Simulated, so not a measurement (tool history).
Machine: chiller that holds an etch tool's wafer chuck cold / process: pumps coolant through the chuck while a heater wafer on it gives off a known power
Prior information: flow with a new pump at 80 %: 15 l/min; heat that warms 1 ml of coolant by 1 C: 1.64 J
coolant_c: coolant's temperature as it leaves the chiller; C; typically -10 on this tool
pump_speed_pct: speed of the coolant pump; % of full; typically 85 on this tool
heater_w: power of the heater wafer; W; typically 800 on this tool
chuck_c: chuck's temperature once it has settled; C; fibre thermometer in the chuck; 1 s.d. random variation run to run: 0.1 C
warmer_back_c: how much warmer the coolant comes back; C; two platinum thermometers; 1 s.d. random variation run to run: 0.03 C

run	hour	coolant_c	pump_speed_pct	heater_w	chuck_c	warmer_back_c
1	0	-10	85	800	-4	1.86
2	49.6	-10	85	800	-3.9	1.85
3	92.3	-10	85	800	-4.2	1.85
4	158.6	-10	85	800	-4.1	1.86
5	220.9	-10	85	800	-4.1	1.89
6	282.9	-10	98	800	-4.7	1.65
7	349.5	-10	98	800	-4.6	1.7
8	412	-10	98	800	-4.7	1.62
9	483.5	-10	98	800	-4.9	1.72
10	538	-10	90	800	-4.4	1.86
11	588.6	-19	90	800	-13.4	1.84
12	629.9	-19	90	800	-13.4	1.85
13	671.4	-10	85	800	-4.3	2.02
14	720.8	-10	85	800	-4.1	2
15	784.9	-17	85	800	-11.2	2
16	848.2	-10	85	800	-4	2.02
17	917.9	-10	85	800	-4	2.05
18	975.7	-10	72	503	-5.8	1.65
19	1013.3	-10	81	408	-6.9	1.22
20	1080.5	-10	81	408	-6.8	1.24
21	1122.7	-12	99	588	-8.2	1.36
22	1192.7	-4	70	548	0.6	1.8
23	1244.6	-18	85	513	-14.4	1.44
24	1306.8	-13	85	800	-7.2	2.09
25	1356.5	-10	76	800	-3.5	2.34
26	1412.2	-10	76	800	-3.4	2.37
27	1471	-3	66	425	0.8	1.58
28	1521.6	-6	62	1086	4.5	3.84
29	1561.6	0	76	862	7.2	2.5
30	1620.8	-7	66	505	-2.5	1.95
31	1679.7	-7	66	505	-2.4	1.9

Results for each run, recomputed without the tool's hidden state and with each run's random variation untouched:
Unlogged tool condition in this case: heat passed by the chuck's channels, % of clean ones'; flow at a given pump speed, % of a new pump's; coolant's true temperature over the reading, C; drift of the gauge itself on chuck_c, C; drift of the gauge itself on warmer_back_c, C.
run	warmer_back_c
1	1.86
2	1.84
3	1.83
4	1.82
5	1.84
6	1.58
7	1.62
8	1.53
9	1.61
10	1.74
11	1.71
12	1.7
13	1.87
14	1.84
15	1.82
16	1.83
17	1.84
18	1.43
19	0.99
20	1
21	1.1
22	1.52
23	1.15
24	1.79
25	2.03
26	2.05
27	1.25
28	3.49
29	2.14
30	1.58
31	1.52
For chuck_c, the value without the hidden state is never more than 0.1 C from the measured value.

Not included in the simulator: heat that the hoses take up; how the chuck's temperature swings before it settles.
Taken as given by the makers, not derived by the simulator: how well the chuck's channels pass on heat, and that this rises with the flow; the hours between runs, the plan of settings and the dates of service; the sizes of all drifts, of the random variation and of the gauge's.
